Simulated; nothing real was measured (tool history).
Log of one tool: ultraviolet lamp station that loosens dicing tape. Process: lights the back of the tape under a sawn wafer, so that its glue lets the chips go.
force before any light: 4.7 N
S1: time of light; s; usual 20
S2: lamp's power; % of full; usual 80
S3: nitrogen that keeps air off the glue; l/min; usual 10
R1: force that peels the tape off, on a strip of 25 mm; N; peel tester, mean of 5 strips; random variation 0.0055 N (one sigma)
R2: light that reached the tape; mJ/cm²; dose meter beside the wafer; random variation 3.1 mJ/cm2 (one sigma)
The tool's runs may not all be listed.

run 1 hour=0.0 | S1=20 S2=80 S3=10 | R1=0.123 R2=485
run 2 hour=43.7 | S1=20 S2=80 S3=10 | R1=0.110 R2=482
run 3 hour=75.3 | S1=20 S2=80 S3=10 | R1=0.110 R2=487
run 4 hour=120.0 | S1=20 S2=80 S3=10 | R1=0.115 R2=484
run 5 hour=165.5 | S1=20 S2=80 S3=10 | R1=0.106 R2=483
run 6 hour=211.3 | S1=20 S2=80 S3=10 | R1=0.109 R2=488
run 7 hour=254.7 | S1=20 S2=80 S3=10 | R1=0.111 R2=483
run 8 hour=296.0 | S1=20 S2=80 S3=10 | R1=0.121 R2=481
run 9 hour=354.2 | S1=20 S2=80 S3=10 | R1=0.114 R2=488
run 10 hour=388.7 | S1=20 S2=80 S3=10 | R1=0.114 R2=480
run 11 hour=424.6 | S1=20 S2=80 S3=14 | R1=0.099 R2=484
run 12 hour=477.7 | S1=20 S2=80 S3=10 | R1=0.116 R2=483
run 13 hour=541.3 | S1=20 S2=80 S3=10 | R1=0.128 R2=482
run 14 hour=602.1 | S1=20 S2=80 S3=10 | R1=0.118 R2=481
run 15 hour=641.6 | S1=20 S2=80 S3=10 | R1=0.114 R2=483
run 16 hour=690.8 | S1=20 S2=80 S3=4 | R1=0.246 R2=486
run 17 hour=732.8 | S1=20 S2=80 S3=4 | R1=0.252 R2=487
run 18 hour=761.4 | S1=20 S2=67 S3=10 | R1=0.154 R2=407
run 19 hour=790.7 | S1=20 S2=67 S3=10 | R1=0.167 R2=403
run 20 hour=843.0 | S1=20 S2=67 S3=10 | R1=0.157 R2=403
run 21 hour=884.2 | S1=20 S2=67 S3=10 | R1=0.158 R2=404
run 22 hour=938.8 | S1=20 S2=67 S3=10 | R1=0.158 R2=402
run 23 hour=998.2 | S1=20 S2=67 S3=10 | R1=0.153 R2=408
run 24 hour=1051.7 | S1=32 S2=83 S3=6 | R1=0.092 R2=801
run 25 hour=1115.0 | S1=20 S2=80 S3=10 | R1=0.119 R2=482
run 26 hour=1150.4 | S1=22 S2=87 S3=10 | R1=0.101 R2=579
run 27 hour=1184.5 | S1=22 S2=87 S3=10 | R1=0.102 R2=585
run 28 hour=1233.6 | S1=14 S2=93 S3=7 | R1=0.218 R2=389
run 29 hour=1275.3 | S1=20 S2=80 S3=8 | R1=0.137 R2=485
run 30 hour=1301.1 | S1=13 S2=81 S3=17 | R1=0.171 R2=319
run 31 hour=1327.5 | S1=13 S2=81 S3=17 | R1=0.173 R2=315
run 32 hour=1363.4 | S1=13 S2=81 S3=17 | R1=0.169 R2=315
run 33 hour=1412.4 | S1=13 S2=81 S3=17 | R1=0.168 R2=317
run 34 hour=1446.8 | S1=13 S2=81 S3=17 | R1=0.160 R2=320
run 35 hour=1498.9 | S1=32 S2=86 S3=10 | R1=0.086 R2=835
run 36 hour=1539.6 | S1=19 S2=72 S3=10 | R1=0.139 R2=418
run 37 hour=1585.2 | S1=24 S2=79 S3=6 | R1=0.133 R2=570
run 38 hour=1620.9 | S1=29 S2=79 S3=6 | R1=0.093 R2=687
run 39 hour=1660.8 | S1=29 S2=79 S3=6 | R1=0.096 R2=690
run 40 hour=1709.2 | S1=32 S2=79 S3=8 | R1=0.081 R2=760
run 41 hour=1762.7 | S1=30 S2=100 S3=11 | R1=0.086 R2=900
run 42 hour=1799.7 | S1=40 S2=78 S3=3 | R1=0.081 R2=942

Taken out of this log: 1 entry between the listed runs. Where each belongs, and how the hidden state differs across it:
Between runs 14 and 15: window cleaned of glue's vapour (hour 640.7)
  light that the window lets through, % of a clean one's: 99.8 -> 100
  measured less the result without the state, R2: -2 -> +0 mJ/cm²
